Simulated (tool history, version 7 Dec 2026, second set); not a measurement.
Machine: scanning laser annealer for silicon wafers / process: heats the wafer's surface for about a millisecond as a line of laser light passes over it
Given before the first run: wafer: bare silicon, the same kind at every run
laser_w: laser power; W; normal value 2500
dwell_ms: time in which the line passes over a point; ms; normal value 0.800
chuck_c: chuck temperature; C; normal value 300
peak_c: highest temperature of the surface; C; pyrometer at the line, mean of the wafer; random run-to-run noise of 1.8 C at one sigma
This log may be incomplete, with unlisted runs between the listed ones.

{"run": 1, "hour": 0.0, "laser_w": 2500, "dwell_ms": 0.8, "chuck_c": 300, "peak_c": 1011}
{"run": 2, "hour": 15.3, "laser_w": 2500, "dwell_ms": 0.8, "chuck_c": 300, "peak_c": 1014}
{"run": 3, "hour": 39.2, "laser_w": 2500, "dwell_ms": 0.8, "chuck_c": 300, "peak_c": 1016}
{"run": 4, "hour": 64.9, "laser_w": 2500, "dwell_ms": 0.8, "chuck_c": 300, "peak_c": 1010}
{"run": 5, "hour": 89.5, "laser_w": 2500, "dwell_ms": 0.955, "chuck_c": 300, "peak_c": 1083}
{"run": 6, "hour": 108.0, "laser_w": 2500, "dwell_ms": 0.8, "chuck_c": 300, "peak_c": 1008}
{"run": 7, "hour": 129.8, "laser_w": 2500, "dwell_ms": 0.8, "chuck_c": 300, "peak_c": 1008}
{"run": 8, "hour": 157.9, "laser_w": 2500, "dwell_ms": 0.8, "chuck_c": 300, "peak_c": 1009}
{"run": 9, "hour": 185.0, "laser_w": 2500, "dwell_ms": 0.8, "chuck_c": 300, "peak_c": 1009}
{"run": 10, "hour": 205.7, "laser_w": 2500, "dwell_ms": 0.8, "chuck_c": 331, "peak_c": 1038}
{"run": 11, "hour": 237.1, "laser_w": 2500, "dwell_ms": 0.8, "chuck_c": 331, "peak_c": 1035}
{"run": 12, "hour": 261.1, "laser_w": 2500, "dwell_ms": 0.8, "chuck_c": 331, "peak_c": 1040}
{"run": 13, "hour": 293.0, "laser_w": 2486, "dwell_ms": 0.8, "chuck_c": 300, "peak_c": 1000}
{"run": 14, "hour": 310.2, "laser_w": 2600, "dwell_ms": 0.992, "chuck_c": 270, "peak_c": 1102}
{"run": 15, "hour": 332.3, "laser_w": 2196, "dwell_ms": 0.853, "chuck_c": 300, "peak_c": 915}
{"run": 16, "hour": 354.7, "laser_w": 2500, "dwell_ms": 0.93, "chuck_c": 300, "peak_c": 1066}
{"hour": 359.0, "done": "window over the wafer cleaned"}
{"run": 17, "hour": 372.6, "laser_w": 2173, "dwell_ms": 0.561, "chuck_c": 301, "peak_c": 795}
{"run": 18, "hour": 394.1, "laser_w": 2500, "dwell_ms": 0.8, "chuck_c": 270, "peak_c": 988}
{"run": 19, "hour": 422.1, "laser_w": 2500, "dwell_ms": 0.8, "chuck_c": 270, "peak_c": 990}
{"run": 20, "hour": 439.4, "laser_w": 2669, "dwell_ms": 0.8, "chuck_c": 318, "peak_c": 1103}
{"run": 21, "hour": 473.0, "laser_w": 2705, "dwell_ms": 0.93, "chuck_c": 324, "peak_c": 1185}
{"run": 22, "hour": 495.7, "laser_w": 2500, "dwell_ms": 0.8, "chuck_c": 260, "peak_c": 980}

What if the next run were any one of these 5? Each begins from the tool's condition after run 22:
{"run": "A", "hour": 518.5, "laser_w": 2574, "dwell_ms": 0.8, "chuck_c": 285, "peak_c": "?"}
{"run": "B", "hour": 518.5, "laser_w": 2500, "dwell_ms": 0.586, "chuck_c": 260, "peak_c": "?"}
{"run": "C", "hour": 518.5, "laser_w": 2543, "dwell_ms": 0.8, "chuck_c": 300, "peak_c": "?"}
{"run": "D", "hour": 518.5, "laser_w": 2500, "dwell_ms": 0.8, "chuck_c": 305, "peak_c": "?"}
{"run": "E", "hour": 518.5, "laser_w": 2228, "dwell_ms": 0.564, "chuck_c": 271, "peak_c": "?"}

run=A peak_c=1033
run=B peak_c=867
run=C peak_c=1030
run=D peak_c=1020
run=E peak_c=785
Stripped of hidden state, with their random variation kept, the same runs would have yielded:
run=A peak_c=1042
run=B peak_c=875
run=C peak_c=1040
run=D peak_c=1030
run=E peak_c=792
